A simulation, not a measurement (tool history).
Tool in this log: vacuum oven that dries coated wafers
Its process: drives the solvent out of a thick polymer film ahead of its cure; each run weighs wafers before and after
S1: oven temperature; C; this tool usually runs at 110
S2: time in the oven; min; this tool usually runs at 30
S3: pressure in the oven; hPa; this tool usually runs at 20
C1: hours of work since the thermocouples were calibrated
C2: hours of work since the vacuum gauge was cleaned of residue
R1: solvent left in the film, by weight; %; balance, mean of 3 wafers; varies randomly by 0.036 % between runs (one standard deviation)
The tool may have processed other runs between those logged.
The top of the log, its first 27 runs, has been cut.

run   hour   S1  S2    S3   C1   C2    R1
 28  266.1  120  20  51.2  131  388  2.57
 29  276.4  103  31  35.8  137  394  4.49
 30  290.4  110  51  21.1  145  402  1.22
 31  299.4   96  18  32.2  150  408  9.38
 32  306.6  102  18  64.9  154  412  8.56
 33  317.6  123  54  26.4  161  419  0.82
 34  331.4  123  54  26.4  169  427  0.81
 35  343.8  123  54  26.4  176  434  0.75

Run 36 has not been measured yet. What should we expect?
 36  357.1  101  41  20  184  442   ?

{"run 36": {"R1": 3.13}}
Had the tool carried no hidden state, the very same run would have given R1 3.1 %.

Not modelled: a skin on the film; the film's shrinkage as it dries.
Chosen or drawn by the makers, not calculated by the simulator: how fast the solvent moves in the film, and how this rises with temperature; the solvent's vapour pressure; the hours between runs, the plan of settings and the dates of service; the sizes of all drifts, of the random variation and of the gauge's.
